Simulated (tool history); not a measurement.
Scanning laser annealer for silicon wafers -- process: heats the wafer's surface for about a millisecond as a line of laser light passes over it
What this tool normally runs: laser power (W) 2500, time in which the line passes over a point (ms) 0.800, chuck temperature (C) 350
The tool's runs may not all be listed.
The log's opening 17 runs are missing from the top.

run   hour  laser power (W)  time in which the line passes over a point (ms)  chuck temperature (C)  hours of work since the window was cleaned  hours of work since the power meter was calibrated  hours of work since the optics were aligned  highest temperature of the surface (C)
 18  253.4             2548                                            0.800                    350                                         337                                                 659                                          160                                    1119
 19  264.7             2500                                            0.896                    350                                         346                                                 668                                          169                                    1147
 20  274.5             2430                                            0.800                    350                                         353                                                 675                                          176                                    1081
 21  288.2             2539                                            0.800                    350                                         364                                                 686                                          187                                    1114
 22  309.6             2329                                            0.712                    336                                         381                                                 703                                          204                                     994
 23  318.7             2537                                            0.594                    350                                         388                                                 710                                          211                                    1010
 24  335.7             2537                                            0.594                    347                                         401                                                 723                                          224                                    1005
 25  350.6             2584                                            0.603                    325                                         413                                                 735                                          236                                    1001
 26  366.7             2354                                            0.722                    333                                         425                                                 747                                          248                                    1002
 27  380.1             2500                                            0.845                    363                                         436                                                 758                                          259                                    1137
 28  396.8             2500                                            0.905                    342                                         449                                                 771                                          272                                    1138
 29  414.8             2500                                            0.905                    342                                         463                                                 785                                          286                                    1141
 30  431.3             2216                                            0.576                    370                                         475                                                 797                                          299                                     933
 31  440.2             2216                                            0.576                    370                                         482                                                 804                                          305                                     932
     445.7  -- window over the wafer cleaned
 32  459.4             2500                                            0.800                    331                                          11                                                 818                                          319                                    1083
 33  480.1             2257                                            0.689                    354                                          27                                                 834                                          335                                     985
 34  501.2             2500                                            0.800                    359                                          43                                                 850                                          351                                    1113
 35  516.3             2222                                            0.760                    351                                          55                                                 862                                          363                                     999
 36  537.2             2519                                            0.635                    384                                          71                                                 878                                          379                                    1063
 37  547.6             2718                                            0.695                    350                                          79                                                 886                                          388                                    1118
 38  566.9             2190                                            0.695                    310                                          94                                                 901                                          403                                     921
 39  586.6             2190                                            0.695                    310                                         110                                                 917                                          418                                     920
 40  605.0             2500                                            0.625                    376                                         124                                                 931                                          432                                    1044
 41  619.5             2431                                            0.625                    345                                         135                                                 942                                          444                                     991
 42  637.4             2145                                            0.993                    345                                         149                                                 956                                          458                                    1056

3 options for the next run, each taken on its own from the tool as it stands now. Forecast them:
  A  652.4             2145                                            0.643                    313                                         161                                                 968                                          469                                       ?
  B  652.4             2678                                            0.800                    363                                         161                                                 968                                          469                                       ?
  C  652.4             2145                                            0.878                    331                                         161                                                 968                                          469                                       ?

run  highest temperature of the surface (C)
  A                                     890
  B                                    1169
  C                                    1004
Without the tool's unlogged condition, the same runs would have read:
run  highest temperature of the surface (C)
  A                                     891
  B                                    1170
  C                                    1005

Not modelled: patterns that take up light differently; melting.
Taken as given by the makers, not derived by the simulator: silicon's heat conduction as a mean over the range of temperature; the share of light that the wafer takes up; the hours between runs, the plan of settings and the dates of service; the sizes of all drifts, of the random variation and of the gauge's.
